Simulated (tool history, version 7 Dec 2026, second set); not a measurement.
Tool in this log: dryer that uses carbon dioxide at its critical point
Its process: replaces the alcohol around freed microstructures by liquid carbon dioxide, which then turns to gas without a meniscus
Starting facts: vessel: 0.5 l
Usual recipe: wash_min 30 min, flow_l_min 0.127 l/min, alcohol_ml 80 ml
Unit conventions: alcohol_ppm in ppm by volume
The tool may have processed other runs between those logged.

run,day,wash_min,flow_l_min,alcohol_ml,alcohol_ppm
1,0.000,30,0.127,80,594
2,0.338,30,0.087,80,3426
3,0.725,30,0.127,80,589
4,1.083,30,0.127,24,237
5,1.512,30,0.127,24,239
6,1.838,30,0.127,80,626
7,2.192,30,0.127,80,613
8,2.579,30,0.127,80,654
9,2.867,30,0.127,87,668
10,3.079,32,0.127,80,465
11,3.400,32,0.084,80,3333
12,3.650,22,0.177,71,488
13,3.954,22,0.177,71,472
14,4.208,28,0.111,80,1709
15,4.429,28,0.111,80,1770
16,4.750,43,0.125,80,159
17,5.096,44,0.122,41,144
18,5.338,44,0.122,41,139
19,5.767,29,0.122,77,949
20,6.025,29,0.122,77,954
21,6.296,30,0.127,44,441

Branching from run 21: 3 alternative next runs. What would each branch give?
A,6.700,33,0.127,41,?
B,6.700,24,0.104,102,?
C,6.700,45,0.127,44,?

run,alcohol_ppm
A,281
B,5587
C,130
The same runs, with their run-to-run variation unchanged, on a tool lacking any hidden condition would have given:
run,alcohol_ppm
A,79
B,3400
C,11
